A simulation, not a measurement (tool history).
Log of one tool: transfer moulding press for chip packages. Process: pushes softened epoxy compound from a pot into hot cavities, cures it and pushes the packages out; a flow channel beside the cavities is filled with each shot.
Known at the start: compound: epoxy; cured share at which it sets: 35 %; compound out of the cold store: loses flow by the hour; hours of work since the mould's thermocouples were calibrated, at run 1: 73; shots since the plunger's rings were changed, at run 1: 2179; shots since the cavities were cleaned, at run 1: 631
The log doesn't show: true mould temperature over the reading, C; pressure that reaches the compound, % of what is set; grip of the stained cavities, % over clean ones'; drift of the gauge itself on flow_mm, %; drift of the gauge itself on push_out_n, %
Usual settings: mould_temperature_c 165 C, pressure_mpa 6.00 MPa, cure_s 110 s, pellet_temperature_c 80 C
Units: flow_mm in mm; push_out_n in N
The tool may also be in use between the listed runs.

run,hour,mould_temperature_c,pressure_mpa,cure_s,pellet_temperature_c,hours of work since the mould's thermocouples were calibrated,shots since the plunger's rings were changed,shots since the cavities were cleaned,incoming compound's hours out of the cold store,flow_mm,push_out_n
1,0.0,165,6.00,110,80,73,2179,631,32.0,855,558
2,6.5,165,6.00,110,80,76,2223,675,45.0,832,558
3,14.4,165,6.00,110,80,79,2275,727,15.5,888,590
4,22.2,168,6.00,110,80,82,2326,778,41.4,820,519
5,30.1,168,6.00,110,80,86,2379,831,29.2,845,513
6,35.5,168,6.00,110,80,88,2414,866,10.1,877,506
7,39.6,168,6.00,110,80,90,2441,893,10.2,880,526
8,46.7,159,6.00,110,80,93,2489,941,26.8,905,970
9,53.6,165,7.38,110,80,96,2534,986,43.7,916,590
10,61.9,165,7.38,110,80,99,2589,1041,27.2,958,609
11,68.1,165,7.38,110,80,102,2630,1082,15.6,990,622
12,72.7,165,7.38,110,80,104,2660,1112,18.8,970,623
13,80.6,165,6.00,110,83,107,2713,1165,43.5,829,639
# hour 85.4: cavities cleaned with cleaning compound and waxed
14,87.5,165,6.00,110,83,110,2748,14,22.3,873,317
15,96.0,165,6.00,90,80,113,2805,71,23.6,862,542
16,101.3,165,6.00,90,80,116,2840,106,41.4,832,551
17,105.9,163,4.96,115,71,118,2870,136,20.0,810,444
18,115.8,163,4.96,115,71,122,2936,202,42.1,761,453
19,122.2,166,5.08,124,74,125,2978,244,41.1,759,390
20,128.3,166,5.08,118,74,127,3018,284,46.8,745,408
21,134.9,166,5.08,131,80,130,3062,328,43.9,760,396
22,139.8,165,5.53,110,80,132,3094,360,11.8,856,528
23,148.9,165,5.53,110,80,136,3155,421,24.7,825,528
24,153.2,167,6.70,120,86,138,3183,449,33.1,882,446
25,161.3,167,6.70,120,86,141,3236,502,30.8,884,443
26,165.4,167,6.70,120,86,143,3264,530,25.0,904,467
27,174.0,167,6.70,120,86,147,3320,586,43.5,857,474
28,180.4,167,6.70,120,86,149,3363,629,8.3,934,489

Forecast each of these 3 alternatives for the next run:
A,186.4,165,5.38,110,80,152,3402,668,14.6,?,?
B,186.4,167,6.70,120,86,152,3402,668,31.0,?,?
C,186.4,159,5.16,110,80,152,3402,668,22.3,?,?

run,flow_mm,push_out_n
A,836,577
B,887,492
C,836,944
Without the tool's hidden state the same runs would have given:
run,flow_mm,push_out_n
A,869,287
B,922,247
C,869,460

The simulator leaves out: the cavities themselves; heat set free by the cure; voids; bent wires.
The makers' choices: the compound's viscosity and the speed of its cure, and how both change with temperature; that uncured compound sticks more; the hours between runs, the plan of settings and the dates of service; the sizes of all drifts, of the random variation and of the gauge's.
